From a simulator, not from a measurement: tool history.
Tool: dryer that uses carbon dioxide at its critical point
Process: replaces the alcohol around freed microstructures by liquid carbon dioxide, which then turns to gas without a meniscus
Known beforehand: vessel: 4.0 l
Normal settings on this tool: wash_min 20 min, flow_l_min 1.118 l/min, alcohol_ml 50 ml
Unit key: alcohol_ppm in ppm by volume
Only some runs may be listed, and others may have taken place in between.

Run 1, hour 0.0: usual settings. Result: alcohol_ppm 178 ppm by volume.
Run 2, hour 9.7: usual settings but flow_l_min 1.400 l/min. Result: alcohol_ppm 73 ppm by volume.
Run 3, hour 18.9: usual settings. Result: alcohol_ppm 179 ppm by volume.
Run 4, hour 24.1: usual settings. Result: alcohol_ppm 185 ppm by volume.
Run 5, hour 30.2: usual settings. Result: alcohol_ppm 191 ppm by volume.
Run 6, hour 36.1: usual settings. Result: alcohol_ppm 194 ppm by volume.
Run 7, hour 46.0: usual settings but alcohol_ml 54 ml. Result: alcohol_ppm 211 ppm by volume.
Run 8, hour 54.5: usual settings but alcohol_ml 54 ml. Result: alcohol_ppm 198 ppm by volume.
At hour 58.9: inlet filter changed.
Run 9, hour 60.6: usual settings but alcohol_ml 32 ml. Result: alcohol_ppm 64 ppm by volume.
Run 10, hour 67.3: usual settings but alcohol_ml 32 ml. Result: alcohol_ppm 68 ppm by volume.
Run 11, hour 72.2: usual settings but alcohol_ml 32 ml. Result: alcohol_ppm 75 ppm by volume.
Run 12, hour 82.3: usual settings but flow_l_min 1.760 l/min, alcohol_ml 68 ml. Result: alcohol_ppm 31 ppm by volume.
Run 13, hour 89.5: usual settings but wash_min 15 min, flow_l_min 0.980 l/min, alcohol_ml 41 ml. Result: alcohol_ppm 363 ppm by volume.
Run 14, hour 97.7: usual settings but wash_min 28 min, flow_l_min 0.900 l/min. Result: alcohol_ppm 64 ppm by volume.
Run 15, hour 107.7: usual settings but wash_min 15 min, flow_l_min 0.960 l/min, alcohol_ml 24 ml. Result: alcohol_ppm 262 ppm by volume.
Run 16, hour 116.7: usual settings but wash_min 13 min. Result: alcohol_ppm 471 ppm by volume.
Run 17, hour 122.3: usual settings but wash_min 26 min, alcohol_ml 65 ml. Result: alcohol_ppm 56 ppm by volume.
Run 18, hour 127.0: usual settings but wash_min 19 min, flow_l_min 0.860 l/min, alcohol_ml 65 ml. Result: alcohol_ppm 442 ppm by volume.
Run 19, hour 133.2: usual settings but wash_min 13 min, flow_l_min 0.750 l/min, alcohol_ml 65 ml. Result: alcohol_ppm 1833 ppm by volume.
Run 20, hour 140.1: usual settings but wash_min 12 min, flow_l_min 0.870 l/min, alcohol_ml 32 ml. Result: alcohol_ppm 774 ppm by volume.
Run 21, hour 145.9: usual settings but wash_min 12 min, flow_l_min 1.430 l/min. Result: alcohol_ppm 279 ppm by volume.

Predict each of these 4 candidate next runs independently; none follows another, all start after run 21:
Run A, hour 152.6: usual settings but flow_l_min 0.780 l/min, alcohol_ml 59 ml. Result: alcohol_ppm ?.
Run B, hour 152.6: usual settings but wash_min 26 min, flow_l_min 1.650 l/min, alcohol_ml 48 ml. Result: alcohol_ppm ?.
Run C, hour 152.6: usual settings but wash_min 21 min, flow_l_min 0.700 l/min, alcohol_ml 26 ml. Result: alcohol_ppm ?.
Run D, hour 152.6: usual settings but wash_min 23 min, flow_l_min 1.650 l/min, alcohol_ml 22 ml. Result: alcohol_ppm ?.

run  alcohol_ppm
  A          479
  B           40
  C          279
  D           34
With the hidden condition removed and each run's random variation left untouched, the same runs would have given:
run  alcohol_ppm
  A          401
  B            3
  C          221
  D            0
